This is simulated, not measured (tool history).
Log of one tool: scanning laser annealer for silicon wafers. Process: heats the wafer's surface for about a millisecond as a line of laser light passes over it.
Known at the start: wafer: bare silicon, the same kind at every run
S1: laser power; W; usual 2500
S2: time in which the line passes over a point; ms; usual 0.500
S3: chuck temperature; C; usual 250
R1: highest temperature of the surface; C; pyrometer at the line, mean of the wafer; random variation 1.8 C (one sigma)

run 1 day=0.000 | S1=2500 S2=0.500 S3=250 | R1=1043
run 2 day=0.279 | S1=2500 S2=0.500 S3=240 | R1=1036
run 3 day=0.621 | S1=2500 S2=0.442 S3=250 | R1=993
run 4 day=0.883 | S1=2500 S2=0.442 S3=250 | R1=992
run 5 day=1.167 | S1=2500 S2=0.442 S3=250 | R1=994
run 6 day=1.358 | S1=2659 S2=0.500 S3=250 | R1=1091
run 7 day=1.562 | S1=2500 S2=0.500 S3=250 | R1=1043
run 8 day=1.796 | S1=2638 S2=0.500 S3=250 | R1=1083
run 9 day=2.250 | S1=2638 S2=0.500 S3=250 | R1=1083
run 10 day=2.712 | S1=2323 S2=0.428 S3=210 | R1=889
run 11 day=2.908 | S1=2351 S2=0.580 S3=210 | R1=1015
-- day=3.067 laser's power meter calibrated
run 12 day=3.283 | S1=2657 S2=0.510 S3=287 | R1=1132
run 13 day=3.508 | S1=2138 S2=0.368 S3=289 | R1=864
run 14 day=3.929 | S1=2274 S2=0.500 S3=236 | R1=955
run 15 day=4.242 | S1=2274 S2=0.500 S3=236 | R1=956
run 16 day=4.617 | S1=2274 S2=0.500 S3=236 | R1=953
run 17 day=4.883 | S1=2274 S2=0.500 S3=236 | R1=955

5 ways to go on from here, each from the tool as it stands after run 17. What would each give?
run A day=5.288 | S1=2399 S2=0.580 S3=250 | R1=?
run B day=5.288 | S1=2500 S2=0.605 S3=223 | R1=?
run C day=5.288 | S1=2169 S2=0.475 S3=263 | R1=?
run D day=5.288 | S1=2599 S2=0.500 S3=236 | R1=?
run E day=5.288 | S1=2534 S2=0.448 S3=211 | R1=?

run=A R1=1067
run=B R1=1090
run=C R1=933
run=D R1=1051
run=E R1=963
Without the tool's hidden state the same runs would have given:
run=A R1=1081
run=B R1=1106
run=C R1=945
run=D R1=1065
run=E R1=976
